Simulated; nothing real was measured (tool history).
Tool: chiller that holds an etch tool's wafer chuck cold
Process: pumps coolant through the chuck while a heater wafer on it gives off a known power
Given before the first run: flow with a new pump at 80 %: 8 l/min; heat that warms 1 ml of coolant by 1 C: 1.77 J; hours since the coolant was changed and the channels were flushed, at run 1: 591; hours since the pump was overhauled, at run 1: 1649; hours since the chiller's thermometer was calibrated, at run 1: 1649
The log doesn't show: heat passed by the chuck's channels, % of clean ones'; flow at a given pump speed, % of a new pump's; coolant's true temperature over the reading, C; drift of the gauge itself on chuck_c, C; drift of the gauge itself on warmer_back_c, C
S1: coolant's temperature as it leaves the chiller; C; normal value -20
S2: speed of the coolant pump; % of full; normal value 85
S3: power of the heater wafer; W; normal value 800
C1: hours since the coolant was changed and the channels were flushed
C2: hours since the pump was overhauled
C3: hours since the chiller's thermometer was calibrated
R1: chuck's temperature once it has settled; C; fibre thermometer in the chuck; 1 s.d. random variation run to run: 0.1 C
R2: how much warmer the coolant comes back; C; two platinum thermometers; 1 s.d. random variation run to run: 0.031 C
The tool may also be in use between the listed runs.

run   hour   S1   S2    S3    C1    C2    C3     R1    R2
  1      0  -20   85   800   591  1649  1649  -14.6  3.21
  2   31.1  -20   85   800   622  1680  1680  -14.3  3.15
  3   65.9  -20   85   800   657  1715  1715  -14.2  3.16
  4  102.3  -20   85   800   694  1751  1751  -14.4  3.24
  5  138.1  -20   85   800   729  1787  1787  -14.2  3.23
  6  156.4  -20   85   800   748  1805  1805  -14.4  3.27
  7  182.1  -20   85   800   773  1831  1831  -14.2  3.25
  8  209.2  -20   85   800   800  1858  1858  -14.1  3.24
  9  236.9  -20   85   800   828  1886  1886  -14.1  3.24
 10  266.3  -20   85   800   858  1915  1915  -14.2  3.36
 11  304.2  -20   85   800   895  1953  1953  -14.2  3.24
 12    326  -20   85   800   917  1975  1975  -14.2  3.25
 13    359  -20   85   800   950  2008  2008  -14.2  3.32
 14  398.9  -20   85   800   990  2048  2048  -14.2  3.28
 15  435.9  -20   85   800  1027  2085  2085  -14.4  3.34
 16  477.9  -20   85   800  1069  2127  2127  -14.4  3.35
 17  512.7  -15   69   434  1104  2161  2161  -11.3  2.33
 18  552.1  -15   83   533  1143  2201  2201    -11  2.32
 19  572.4  -15   83   533  1164  2221  2221  -11.1  2.37
 20  608.7  -15   83   533  1200  2257  2257  -11.2  2.42
 21  626.3  -15  100  1144  1218  2275  2275     -8  4.06
 22  658.8  -16   67   419  1250  2307  2307  -12.3  2.39
 23  690.1  -16   67   419  1281  2339  2339  -12.3  2.39
 24  709.2  -25   70   800  1300  2358  2358  -18.1  4.11
 25  742.3  -22   74   547  1333  2391  2391  -17.4  2.77
 26    774  -18   75   790  1365  2423  2423  -11.7  3.84
 27  792.9  -11   75   790  1384  2442  2442   -4.8  3.84
 28  828.9  -11   75   790  1420  2478  2478   -4.5  3.87
 29  871.9  -20   66   820  1463  2521  2521  -12.5  4.55
 30  901.3  -20   66   820  1493  2550  2550  -12.5  4.57

Estimate the outcome of run 31 from the log above:
 31  926.9  -20  89  751  1518  2576  2576   ?   ?

For run 31 the tool returned R1 -14.8 C, R2 3.18 C.
Take away the tool's hidden state, keep the run-to-run variation as it was, and the same run would have given R1 -14.8 C, R2 2.85 C.
